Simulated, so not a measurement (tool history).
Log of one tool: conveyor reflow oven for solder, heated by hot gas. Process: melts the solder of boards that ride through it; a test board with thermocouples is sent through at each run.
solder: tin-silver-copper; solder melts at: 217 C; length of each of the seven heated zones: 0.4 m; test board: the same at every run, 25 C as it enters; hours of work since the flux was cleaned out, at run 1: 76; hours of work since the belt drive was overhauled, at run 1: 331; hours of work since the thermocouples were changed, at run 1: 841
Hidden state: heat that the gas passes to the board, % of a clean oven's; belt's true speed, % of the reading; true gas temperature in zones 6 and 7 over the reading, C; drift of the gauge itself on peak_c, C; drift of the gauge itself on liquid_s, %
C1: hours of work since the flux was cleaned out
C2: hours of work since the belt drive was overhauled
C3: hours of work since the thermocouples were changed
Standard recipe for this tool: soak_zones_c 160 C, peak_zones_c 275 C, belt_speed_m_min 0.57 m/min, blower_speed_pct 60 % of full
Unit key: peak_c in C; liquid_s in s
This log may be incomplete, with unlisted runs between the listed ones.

Run 1, day 0: usual settings; C1 76; C2 331; C3 841. Result: peak_c 252.7 C, liquid_s 58.2 s.
Run 2, day 1.55: usual settings; C1 95; C2 351; C3 860. Result: peak_c 252.8 C, liquid_s 58.4 s.
Run 3, day 3.212: usual settings; C1 116; C2 371; C3 881. Result: peak_c 252.2 C, liquid_s 58.1 s.
Run 4, day 4.242: usual settings but belt_speed_m_min 0.477 m/min; C1 129; C2 384; C3 893. Result: peak_c 259.1 C, liquid_s 76.9 s.
At day 4.658: thermocouples of zones 6 and 7 changed.
Run 5, day 5.146: usual settings; C1 139; C2 394; C3 6. Result: peak_c 253.9 C, liquid_s 59.4 s.
Run 6, day 6.917: usual settings; C1 161; C2 416; C3 28. Result: peak_c 253.5 C, liquid_s 58.4 s.
Run 7, day 8.683: usual settings but blower_speed_pct 59 % of full; C1 183; C2 438; C3 50. Result: peak_c 253 C, liquid_s 57.6 s.
Run 8, day 10.179: usual settings but blower_speed_pct 59 % of full; C1 201; C2 456; C3 68. Result: peak_c 252.9 C, liquid_s 58.1 s.
At day 10.483: belt drive overhauled, speed set with a stopwatch.
Run 9, day 11.917: usual settings but blower_speed_pct 59 % of full; C1 221; C2 18; C3 88. Result: peak_c 252.7 C, liquid_s 58.8 s.
Run 10, day 13.462: usual settings but blower_speed_pct 59 % of full; C1 240; C2 37; C3 107. Result: peak_c 252.5 C, liquid_s 57.9 s.
Run 11, day 14.35: usual settings but blower_speed_pct 65 % of full; C1 251; C2 48; C3 118. Result: peak_c 254.4 C, liquid_s 59.8 s.
Run 12, day 15.733: usual settings but blower_speed_pct 65 % of full; C1 268; C2 65; C3 135. Result: peak_c 254.2 C, liquid_s 59.8 s.
Run 13, day 16.629: usual settings but blower_speed_pct 65 % of full; C1 279; C2 76; C3 146. Result: peak_c 254.7 C, liquid_s 59.8 s.
Run 14, day 18.046: usual settings but peak_zones_c 268 C, blower_speed_pct 65 % of full; C1 297; C2 94; C3 164. Result: peak_c 248.3 C, liquid_s 54.2 s.
At day 18.692: belt drive overhauled, speed set with a stopwatch, once more.
Run 15, day 19.038: usual settings but soak_zones_c 147 C, belt_speed_m_min 0.54 m/min; C1 307; C2 4; C3 174. Result: peak_c 251.5 C, liquid_s 56.3 s.
Run 16, day 19.888: usual settings but soak_zones_c 149 C, peak_zones_c 283 C, belt_speed_m_min 0.468 m/min, blower_speed_pct 56 % of full; C1 317; C2 15; C3 184. Result: peak_c 264.3 C, liquid_s 77.9 s.
Run 17, day 20.812: usual settings but soak_zones_c 149 C, peak_zones_c 283 C, belt_speed_m_min 0.468 m/min, blower_speed_pct 56 % of full; C1 329; C2 26; C3 196. Result: peak_c 263.5 C, liquid_s 77.6 s.
Run 18, day 22.554: usual settings but soak_zones_c 149 C, peak_zones_c 283 C, belt_speed_m_min 0.503 m/min, blower_speed_pct 71 % of full; C1 350; C2 48; C3 217. Result: peak_c 265.7 C, liquid_s 72.8 s.
Run 19, day 23.946: usual settings but soak_zones_c 164 C, peak_zones_c 279 C, belt_speed_m_min 0.627 m/min, blower_speed_pct 70 % of full; C1 367; C2 65; C3 235. Result: peak_c 254.9 C, liquid_s 55 s.
Run 20, day 25.162: usual settings but soak_zones_c 164 C, peak_zones_c 270 C, belt_speed_m_min 0.627 m/min, blower_speed_pct 70 % of full; C1 382; C2 80; C3 250. Result: peak_c 246.7 C, liquid_s 48.1 s.
At day 27.142: flux residue cleaned out of gas plates and filters.
Run 21, day 27.142: usual settings but soak_zones_c 163 C, peak_zones_c 276 C, belt_speed_m_min 0.563 m/min, blower_speed_pct 78 % of full; C1 0; C2 102; C3 271. Result: peak_c 260.7 C, liquid_s 67 s.
Run 22, day 28.9: usual settings but soak_zones_c 153 C, peak_zones_c 271 C; C1 22; C2 124; C3 293. Result: peak_c 249 C, liquid_s 52.8 s.
Run 23, day 29.904: usual settings but soak_zones_c 173 C, peak_zones_c 271 C, blower_speed_pct 68 % of full; C1 34; C2 136; C3 306. Result: peak_c 255.1 C, liquid_s 64.9 s.

3 ways to go on from here, each from the tool as it stands after run 23. What would each give?
Run A, day 30.883: usual settings but belt_speed_m_min 0.575 m/min; C1 46; C2 148; C3 318. Result: peak_c ?, liquid_s ?.
Run B, day 30.883: usual settings but belt_speed_m_min 0.523 m/min; C1 46; C2 148; C3 318. Result: peak_c ?, liquid_s ?.
Run C, day 30.883: usual settings but peak_zones_c 284 C, belt_speed_m_min 0.638 m/min; C1 46; C2 148; C3 318. Result: peak_c ?, liquid_s ?.

run  peak_c  liquid_s
  A   253.1      58.1
  B   256.6      67.8
  C   256.2      53.6
What these runs would have given with no unlogged condition in the tool:
run  peak_c  liquid_s
  A   254.3        59
  B   257.8      68.7
  C   257.5      54.5

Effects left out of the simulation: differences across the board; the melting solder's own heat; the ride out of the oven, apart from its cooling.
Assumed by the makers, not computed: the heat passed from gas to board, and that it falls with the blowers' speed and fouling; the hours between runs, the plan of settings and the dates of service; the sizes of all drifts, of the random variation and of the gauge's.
